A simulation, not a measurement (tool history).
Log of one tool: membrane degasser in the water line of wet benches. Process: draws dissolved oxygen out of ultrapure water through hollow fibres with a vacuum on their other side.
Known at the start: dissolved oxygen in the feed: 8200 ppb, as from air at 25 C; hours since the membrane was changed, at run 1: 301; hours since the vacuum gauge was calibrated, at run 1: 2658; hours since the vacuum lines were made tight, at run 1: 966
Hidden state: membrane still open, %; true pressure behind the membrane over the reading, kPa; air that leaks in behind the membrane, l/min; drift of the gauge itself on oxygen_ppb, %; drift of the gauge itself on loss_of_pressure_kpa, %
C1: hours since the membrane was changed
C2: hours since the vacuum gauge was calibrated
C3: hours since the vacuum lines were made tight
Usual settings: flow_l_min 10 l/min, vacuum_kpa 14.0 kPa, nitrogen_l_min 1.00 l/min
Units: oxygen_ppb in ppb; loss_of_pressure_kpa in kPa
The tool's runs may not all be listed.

Run 1, hour 0.0: usual settings; C1 301; C2 2658; C3 966. Result: oxygen_ppb 262.9 ppb, loss_of_pressure_kpa 64.80 kPa.
Run 2, hour 31.6: usual settings; C1 333; C2 2690; C3 998. Result: oxygen_ppb 261.4 ppb, loss_of_pressure_kpa 65.35 kPa.
Run 3, hour 60.9: usual settings; C1 362; C2 2719; C3 1027. Result: oxygen_ppb 260.7 ppb, loss_of_pressure_kpa 64.96 kPa.
Run 4, hour 87.7: usual settings but vacuum_kpa 19.0 kPa; C1 389; C2 2746; C3 1054. Result: oxygen_ppb 370.8 ppb, loss_of_pressure_kpa 64.86 kPa.
Run 5, hour 107.9: usual settings; C1 409; C2 2766; C3 1074. Result: oxygen_ppb 262.6 ppb, loss_of_pressure_kpa 65.20 kPa.
Run 6, hour 126.3: usual settings; C1 428; C2 2784; C3 1092. Result: oxygen_ppb 264.9 ppb, loss_of_pressure_kpa 64.57 kPa.
Run 7, hour 168.4: usual settings but vacuum_kpa 17.5 kPa; C1 470; C2 2826; C3 1134. Result: oxygen_ppb 338.8 ppb, loss_of_pressure_kpa 64.37 kPa.
Run 8, hour 208.2: usual settings but vacuum_kpa 17.5 kPa; C1 510; C2 2866; C3 1174. Result: oxygen_ppb 338.8 ppb, loss_of_pressure_kpa 64.54 kPa.
Run 9, hour 237.3: usual settings but vacuum_kpa 17.5 kPa; C1 539; C2 2895; C3 1203. Result: oxygen_ppb 344.2 ppb, loss_of_pressure_kpa 65.06 kPa.
Run 10, hour 273.3: usual settings but vacuum_kpa 17.5 kPa; C1 575; C2 2931; C3 1239. Result: oxygen_ppb 339.4 ppb, loss_of_pressure_kpa 64.93 kPa.
Run 11, hour 291.9: usual settings; C1 593; C2 2950; C3 1258. Result: oxygen_ppb 266.1 ppb, loss_of_pressure_kpa 64.86 kPa.
Run 12, hour 312.4: usual settings; C1 614; C2 2970; C3 1278. Result: oxygen_ppb 266.6 ppb, loss_of_pressure_kpa 64.65 kPa.
Run 13, hour 344.3: usual settings; C1 646; C2 3002; C3 1310. Result: oxygen_ppb 261.8 ppb, loss_of_pressure_kpa 64.72 kPa.
Run 14, hour 371.1: usual settings; C1 672; C2 3029; C3 1337. Result: oxygen_ppb 258.8 ppb, loss_of_pressure_kpa 65.10 kPa.
Run 15, hour 403.2: usual settings; C1 705; C2 3061; C3 1369. Result: oxygen_ppb 259.9 ppb, loss_of_pressure_kpa 64.39 kPa.
Run 16, hour 426.2: usual settings but nitrogen_l_min 2.95 l/min; C1 728; C2 3084; C3 1392. Result: oxygen_ppb 101.5 ppb, loss_of_pressure_kpa 64.95 kPa.
Run 17, hour 448.8: usual settings but flow_l_min 12 l/min, vacuum_kpa 27.6 kPa, nitrogen_l_min 0.47 l/min; C1 750; C2 3107; C3 1415. Result: oxygen_ppb 1202.4 ppb, loss_of_pressure_kpa 77.94 kPa.
Run 18, hour 484.9: usual settings but vacuum_kpa 24.5 kPa; C1 786; C2 3143; C3 1451. Result: oxygen_ppb 483.7 ppb, loss_of_pressure_kpa 64.38 kPa.
Run 19, hour 525.4: usual settings but vacuum_kpa 20.8 kPa, nitrogen_l_min 1.84 l/min; C1 827; C2 3183; C3 1491. Result: oxygen_ppb 240.4 ppb, loss_of_pressure_kpa 64.84 kPa.
Run 20, hour 564.6: usual settings but vacuum_kpa 20.8 kPa, nitrogen_l_min 1.84 l/min; C1 866; C2 3223; C3 1531. Result: oxygen_ppb 241.1 ppb, loss_of_pressure_kpa 65.25 kPa.
Run 21, hour 584.2: usual settings but vacuum_kpa 20.8 kPa, nitrogen_l_min 2.62 l/min; C1 885; C2 3242; C3 1550. Result: oxygen_ppb 173.4 ppb, loss_of_pressure_kpa 65.04 kPa.
Run 22, hour 612.4: usual settings but vacuum_kpa 20.8 kPa, nitrogen_l_min 2.62 l/min; C1 914; C2 3270; C3 1578. Result: oxygen_ppb 174.4 ppb, loss_of_pressure_kpa 65.16 kPa.
Run 23, hour 656.1: usual settings but flow_l_min 7 l/min, vacuum_kpa 8.5 kPa, nitrogen_l_min 1.31 l/min; C1 957; C2 3314; C3 1622. Result: oxygen_ppb 75.1 ppb, loss_of_pressure_kpa 45.16 kPa.
Run 24, hour 683.7: usual settings but flow_l_min 7 l/min, vacuum_kpa 8.5 kPa, nitrogen_l_min 1.31 l/min; C1 985; C2 3342; C3 1650. Result: oxygen_ppb 74.4 ppb, loss_of_pressure_kpa 45.58 kPa.
Run 25, hour 719.7: usual settings but flow_l_min 7 l/min, vacuum_kpa 8.5 kPa, nitrogen_l_min 1.31 l/min; C1 1021; C2 3378; C3 1686. Result: oxygen_ppb 76.1 ppb, loss_of_pressure_kpa 45.40 kPa.
Run 26, hour 745.7: usual settings but vacuum_kpa 8.5 kPa, nitrogen_l_min 1.21 l/min; C1 1047; C2 3404; C3 1712. Result: oxygen_ppb 117.3 ppb, loss_of_pressure_kpa 65.11 kPa.
Run 27, hour 781.2: usual settings but vacuum_kpa 16.4 kPa, nitrogen_l_min 1.21 l/min; C1 1083; C2 3439; C3 1747. Result: oxygen_ppb 268.2 ppb, loss_of_pressure_kpa 64.55 kPa.
Run 28, hour 819.6: usual settings but flow_l_min 12 l/min, vacuum_kpa 8.7 kPa, nitrogen_l_min 2.05 l/min; C1 1121; C2 3477; C3 1786. Result: oxygen_ppb 94.8 ppb, loss_of_pressure_kpa 78.00 kPa.
Run 29, hour 841.8: usual settings but vacuum_kpa 19.9 kPa, nitrogen_l_min 0.45 l/min; C1 1143; C2 3500; C3 1808. Result: oxygen_ppb 769.0 ppb, loss_of_pressure_kpa 64.41 kPa.
Run 30, hour 876.3: usual settings but vacuum_kpa 19.9 kPa, nitrogen_l_min 0.45 l/min; C1 1178; C2 3534; C3 1842. Result: oxygen_ppb 773.7 ppb, loss_of_pressure_kpa 65.07 kPa.
Run 31, hour 905.2: usual settings but vacuum_kpa 19.9 kPa, nitrogen_l_min 0.45 l/min; C1 1206; C2 3563; C3 1871. Result: oxygen_ppb 772.2 ppb, loss_of_pressure_kpa 64.92 kPa.

4 ways to go on from here, each from the tool as it stands after run 31. What would each give?
Run A, hour 928.5: usual settings but flow_l_min 8 l/min, vacuum_kpa 10.0 kPa, nitrogen_l_min 1.72 l/min; C1 1230; C2 3586; C3 1894. Result: oxygen_ppb ?, loss_of_pressure_kpa ?.
Run B, hour 928.5: usual settings but vacuum_kpa 18.7 kPa; C1 1230; C2 3586; C3 1894. Result: oxygen_ppb ?, loss_of_pressure_kpa ?.
Run C, hour 928.5: usual settings but vacuum_kpa 24.5 kPa, nitrogen_l_min 1.51 l/min; C1 1230; C2 3586; C3 1894. Result: oxygen_ppb ?, loss_of_pressure_kpa ?.
Run D, hour 928.5: usual settings but flow_l_min 7 l/min, vacuum_kpa 29.9 kPa, nitrogen_l_min 1.04 l/min; C1 1230; C2 3586; C3 1894. Result: oxygen_ppb ?, loss_of_pressure_kpa ?.

run  oxygen_ppb  loss_of_pressure_kpa
  A        86.0                 51.90
  B       368.2                 64.88
  C       344.6                 64.80
  D       423.1                 45.42
Without the tool's hidden state the same runs would have given:
run  oxygen_ppb  loss_of_pressure_kpa
  A        84.1                 51.74
  B       364.1                 64.67
  C       341.3                 64.60
  D       419.0                 45.28
